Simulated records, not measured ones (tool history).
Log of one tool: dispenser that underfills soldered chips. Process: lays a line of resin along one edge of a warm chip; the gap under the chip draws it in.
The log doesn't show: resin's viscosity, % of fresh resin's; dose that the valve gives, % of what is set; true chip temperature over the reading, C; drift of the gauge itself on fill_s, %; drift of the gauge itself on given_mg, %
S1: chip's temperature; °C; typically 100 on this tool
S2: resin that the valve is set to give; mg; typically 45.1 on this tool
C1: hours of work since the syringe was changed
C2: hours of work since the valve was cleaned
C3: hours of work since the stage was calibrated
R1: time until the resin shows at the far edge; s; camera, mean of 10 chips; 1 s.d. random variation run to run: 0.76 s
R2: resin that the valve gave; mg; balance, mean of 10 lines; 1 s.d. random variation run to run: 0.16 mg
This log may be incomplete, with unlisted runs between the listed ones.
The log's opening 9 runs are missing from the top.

-- hour=64.9 new syringe of resin
run 10 hour=70.9 | S1=112 S2=45.1 | C1=5 C2=65 C3=371 | R1=53.7 R2=43.46
-- hour=72.9 new syringe of resin
run 11 hour=78.0 | S1=112 S2=45.1 | C1=4 C2=70 C3=376 | R1=53.4 R2=42.99
-- hour=80.5 new syringe of resin
run 12 hour=87.5 | S1=112 S2=45.1 | C1=6 C2=77 C3=384 | R1=57.2 R2=42.69
-- hour=88.8 new syringe of resin
-- hour=93.6 dispensing valve cleaned and set on the balance
-- hour=97.6 new syringe of resin
run 13 hour=98.0 | S1=100 S2=53.3 | C1=0 C2=3 C3=391 | R1=67.5 R2=53.37
-- hour=105.5 new syringe of resin
run 14 hour=105.6 | S1=100 S2=53.3 | C1=0 C2=9 C3=396 | R1=66.3 R2=53.20
-- hour=113.3 new syringe of resin
run 15 hour=116.5 | S1=100 S2=53.3 | C1=3 C2=17 C3=405 | R1=76.7 R2=52.82
-- hour=120.9 new syringe of resin
run 16 hour=125.9 | S1=100 S2=53.3 | C1=4 C2=24 C3=412 | R1=82.9 R2=52.48
-- hour=129.2 new syringe of resin
run 17 hour=135.4 | S1=100 S2=53.3 | C1=5 C2=31 C3=419 | R1=86.7 R2=52.03
-- hour=137.3 new syringe of resin
-- hour=145.5 new syringe of resin
run 18 hour=146.6 | S1=112 S2=51.7 | C1=1 C2=40 C3=427 | R1=43.9 R2=50.50
-- hour=152.0 stage's temperature calibrated
-- hour=154.2 new syringe of resin
run 19 hour=154.2 | S1=90 S2=51.5 | C1=0 C2=45 C3=1 | R1=105.6 R2=50.25
run 20 hour=159.1 | S1=87 S2=48.7 | C1=4 C2=48 C3=5 | R1=147.3 R2=47.41
-- hour=161.8 new syringe of resin
-- hour=169.7 new syringe of resin
run 21 hour=170.3 | S1=85 S2=41.3 | C1=0 C2=57 C3=14 | R1=138.6 R2=39.93
-- hour=177.4 new syringe of resin
run 22 hour=180.5 | S1=85 S2=41.3 | C1=2 C2=64 C3=21 | R1=156.1 R2=39.62
-- hour=185.0 new syringe of resin
run 23 hour=190.8 | S1=102 S2=43.3 | C1=4 C2=72 C3=29 | R1=82.5 R2=41.21
-- hour=193.1 new syringe of resin
-- hour=201.5 new syringe of resin
run 24 hour=202.4 | S1=89 S2=43.3 | C1=1 C2=81 C3=38 | R1=113.2 R2=41.20
-- hour=204.0 dispensing valve cleaned and set on the balance
-- hour=210.4 new syringe of resin
run 25 hour=212.2 | S1=89 S2=43.3 | C1=1 C2=6 C3=44 | R1=117.9 R2=43.28
-- hour=217.9 new syringe of resin
run 26 hour=221.8 | S1=107 S2=47.4 | C1=3 C2=13 C3=52 | R1=62.0 R2=47.04
-- hour=226.0 new syringe of resin
run 27 hour=230.7 | S1=94 S2=46.8 | C1=4 C2=20 C3=58 | R1=111.6 R2=46.38
-- hour=233.6 new syringe of resin
run 28 hour=239.4 | S1=94 S2=46.8 | C1=5 C2=27 C3=65 | R1=113.6 R2=46.03
-- hour=241.2 new syringe of resin
run 29 hour=247.8 | S1=106 S2=48.4 | C1=5 C2=33 C3=71 | R1=72.4 R2=47.17
-- hour=248.9 new syringe of resin
-- hour=256.7 new syringe of resin
run 30 hour=257.8 | S1=100 S2=45.6 | C1=1 C2=40 C3=78 | R1=74.4 R2=44.37
run 31 hour=262.9 | S1=91 S2=49.7 | C1=5 C2=44 C3=82 | R1=132.3 R2=48.21
-- hour=265.1 new syringe of resin
run 32 hour=271.5 | S1=91 S2=49.7 | C1=5 C2=51 C3=89 | R1=134.3 R2=48.13
-- hour=272.6 new syringe of resin
run 33 hour=279.0 | S1=106 S2=41.8 | C1=5 C2=56 C3=95 | R1=69.8 R2=40.17

Forecast each of these 4 alternatives for the next run:
-- hour=280.8 new syringe of resin
run A hour=287.3 | S1=98 S2=53.5 | C1=5 C2=63 C3=101 | R1=? R2=?
-- hour=280.8 new syringe of resin
run B hour=287.3 | S1=108 S2=43.5 | C1=5 C2=63 C3=101 | R1=? R2=?
-- hour=280.8 new syringe of resin
run C hour=287.3 | S1=108 S2=57.2 | C1=5 C2=63 C3=101 | R1=? R2=?
-- hour=280.8 new syringe of resin
run D hour=287.3 | S1=88 S2=39.0 | C1=5 C2=63 C3=101 | R1=? R2=?

run=A R1=99.8 R2=50.98
run=B R1=66.4 R2=41.74
run=C R1=65.9 R2=54.69
run=D R1=156.6 R2=37.40
With no hidden state in the tool, these same runs would have given:
run=A R1=76.0 R2=53.20
run=B R1=50.2 R2=43.55
run=C R1=50.2 R2=57.06
run=D R1=118.4 R2=39.02
